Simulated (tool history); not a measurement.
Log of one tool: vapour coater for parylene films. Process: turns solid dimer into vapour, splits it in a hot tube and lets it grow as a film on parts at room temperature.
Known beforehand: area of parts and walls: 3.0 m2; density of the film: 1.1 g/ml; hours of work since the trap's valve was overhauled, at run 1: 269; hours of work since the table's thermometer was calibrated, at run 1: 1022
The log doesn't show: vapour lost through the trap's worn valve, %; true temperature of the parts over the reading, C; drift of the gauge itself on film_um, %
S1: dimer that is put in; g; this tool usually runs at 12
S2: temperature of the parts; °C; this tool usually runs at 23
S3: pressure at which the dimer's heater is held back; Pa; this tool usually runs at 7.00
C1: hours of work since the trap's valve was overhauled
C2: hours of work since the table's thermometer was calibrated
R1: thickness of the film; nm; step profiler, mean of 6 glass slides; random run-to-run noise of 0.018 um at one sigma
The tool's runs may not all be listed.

| run | hour | S1 | S2 | S3 | C1 | C2 | R1 |
|---|---|---|---|---|---|---|---|
| 1 | 0.0 | 12 | 23 | 7.00 | 269 | 1022 | 1690 |
|  | 21.6 | trap's valve overhauled |
| 2 | 41.3 | 12 | 23 | 7.00 | 12 | 1045 | 1680 |
| 3 | 96.7 | 12 | 19 | 7.00 | 45 | 1078 | 1880 |
| 4 | 147.0 | 12 | 19 | 7.00 | 75 | 1108 | 1870 |
| 5 | 186.5 | 12 | 23 | 7.00 | 99 | 1132 | 1660 |
| 6 | 259.3 | 12 | 23 | 6.85 | 143 | 1176 | 1610 |
|  | 276.0 | trap's valve overhauled, once more |
| 7 | 314.5 | 12 | 23 | 6.85 | 23 | 1206 | 1780 |
| 8 | 367.4 | 12 | 23 | 7.00 | 55 | 1238 | 1760 |
| 9 | 430.9 | 12 | 23 | 7.00 | 93 | 1276 | 1730 |
| 10 | 477.0 | 12 | 23 | 7.00 | 121 | 1304 | 1730 |
| 11 | 542.2 | 20 | 23 | 7.00 | 160 | 1343 | 2860 |
| 12 | 624.9 | 20 | 23 | 7.00 | 210 | 1393 | 2850 |
| 13 | 694.7 | 12 | 23 | 7.00 | 252 | 1435 | 1700 |
|  | 747.2 | trap's valve overhauled |
| 14 | 756.6 | 12 | 24 | 7.00 | 6 | 1470 | 1720 |
|  | 788.1 | table's thermometer calibrated |
| 15 | 793.4 | 10 | 24 | 3.49 | 27 | 3 | 1640 |
| 16 | 844.3 | 8 | 16 | 5.53 | 58 | 34 | 1570 |
| 17 | 882.0 | 20 | 23 | 9.51 | 80 | 56 | 2900 |
| 18 | 963.0 | 8 | 25 | 9.51 | 129 | 105 | 1090 |
| 19 | 1007.0 | 8 | 25 | 9.51 | 156 | 132 | 1080 |
| 20 | 1079.6 | 19 | 17 | 7.01 | 199 | 175 | 3370 |
| 21 | 1163.7 | 9 | 30 | 5.41 | 250 | 226 | 1060 |
|  | 1221.9 | trap's valve overhauled |
| 22 | 1233.0 | 9 | 22 | 4.82 | 7 | 265 | 1500 |
| 23 | 1300.1 | 12 | 24 | 9.32 | 47 | 305 | 1690 |
| 24 | 1376.0 | 6 | 29 | 3.60 | 93 | 351 | 800 |
| 25 | 1440.0 | 12 | 23 | 7.00 | 131 | 389 | 1750 |

A few steps of R1 between consecutive runs. Split each: what settings, incoming material and random variation would produce without the hidden state, and what is left over for the hidden state, along with gauge scatter present in only one of the two compared results (measured, and without hidden state):
Run 6 -> 7: trap's valve overhauled, once more. R1 +170 nm: hidden state +150, all else +20.
Run 19 -> 20: S1 8 -> 19, S2 25 -> 17, S3 9.51 -> 7.01. R1 +2290 nm: hidden state -110, all else +2400.
Run 20 -> 21: S1 19 -> 9, S2 17 -> 30, S3 7.01 -> 5.41. R1 -2310 nm: hidden state +80, all else -2390.

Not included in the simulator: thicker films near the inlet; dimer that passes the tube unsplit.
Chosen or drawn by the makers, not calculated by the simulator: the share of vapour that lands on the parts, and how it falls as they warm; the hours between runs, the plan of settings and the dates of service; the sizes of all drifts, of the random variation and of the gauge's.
